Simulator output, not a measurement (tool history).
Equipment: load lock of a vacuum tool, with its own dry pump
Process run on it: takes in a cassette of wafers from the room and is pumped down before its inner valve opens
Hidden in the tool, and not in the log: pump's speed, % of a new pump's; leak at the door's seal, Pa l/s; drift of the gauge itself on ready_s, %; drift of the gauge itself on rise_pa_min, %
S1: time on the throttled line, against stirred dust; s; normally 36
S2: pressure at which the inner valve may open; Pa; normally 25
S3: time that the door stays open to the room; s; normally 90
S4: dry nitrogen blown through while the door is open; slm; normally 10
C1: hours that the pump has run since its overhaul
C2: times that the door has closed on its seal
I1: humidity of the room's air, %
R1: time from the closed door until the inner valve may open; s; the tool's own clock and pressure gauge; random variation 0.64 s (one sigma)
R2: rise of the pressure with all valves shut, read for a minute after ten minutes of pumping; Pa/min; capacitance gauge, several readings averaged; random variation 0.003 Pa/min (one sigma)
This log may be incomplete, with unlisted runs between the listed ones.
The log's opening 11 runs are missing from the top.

run	hour	S1	S2	S3	S4	C1	C2	I1	R1	R2
12	1932.4	36	25	140	10	2134	3389	43.5	95.5	0.043
13	2113.4	36	25	140	10	2315	4067	49.2	94.6	0.05
14	2250.9	36	25	140	10	2452	4582	43.2	96	0.049
15	2464.2	36	25	35	10	2666	5381	44.4	94.1	0.044
16	2660.6	36	25	114	10	2862	6116	47	96.2	0.058
17	2809.4	36	25	114	10	3011	6673	45.2	96.8	0.058
18	3013.3	36	25	90	10	3215	7437	45.7	96.2	0.059
19	3158.5	18	24	62	7	3360	7981	46.4	84.1	0.061
20	3419.6	20	39	173	6	3621	8959	40.9	80.3	0.084
21	3553.4	20	39	173	6	3755	9459	41.8	80.3	0.089
22	3727.9	20	43	160	37	3929	10113	44.4	80.3	0.065
23	3953.4	20	43	160	37	4155	10958	43.7	79.6	0.079
24	4085.1	28	43	218	6	4287	11451	47.4	86.8	0.12
25	4253.7	28	43	218	6	4455	12082	38.6	85.8	0.106
26	4458.5	67	30	90	10	4660	12849	47.7	117.4	0.106
27	4653.6	26	34	36	10	4855	13580	47.8	87.6	0.098
28	4773.4	32	30	147	23	4975	14028	45.6	92.3	0.11
29	4934.3	32	30	147	23	5136	14631	44.8	92.6	0.11
30	5109.3	32	23	103	12	5311	15286	44.2	95.1	0.128
31	5270.8	32	23	103	12	5472	15891	45.9	94.9	0.131
32	5528	70	25	26	10	5730	16854	46.3	120.7	0.133
33	5685.1	72	25	76	10	5887	17442	48.6	123.2	0.138
34	5820.3	72	25	76	10	6022	17949	47	120.1	0.15
35	6027.8	72	25	76	10	6229	18726	45.6	122.1	0.159
36	6305.4	36	20	76	10	6507	19766	45	99.5	0.174

Predict each of these 3 candidate next runs independently; none follows another, all start after run 36:
A	6562.9	36	39	90	15	6764	20730	44.4	?	?
B	6562.9	36	28	76	10	6764	20730	42.8	?	?
C	6562.9	30	20	32	18	6764	20730	43.9	?	?

run	R1	R2
A	92.4	0.185
B	96	0.184
C	94	0.17
What these runs would have given with no unlogged condition in the tool:
run	R1	R2
A	89.3	0.022
B	92.7	0.022
C	90.5	0.01
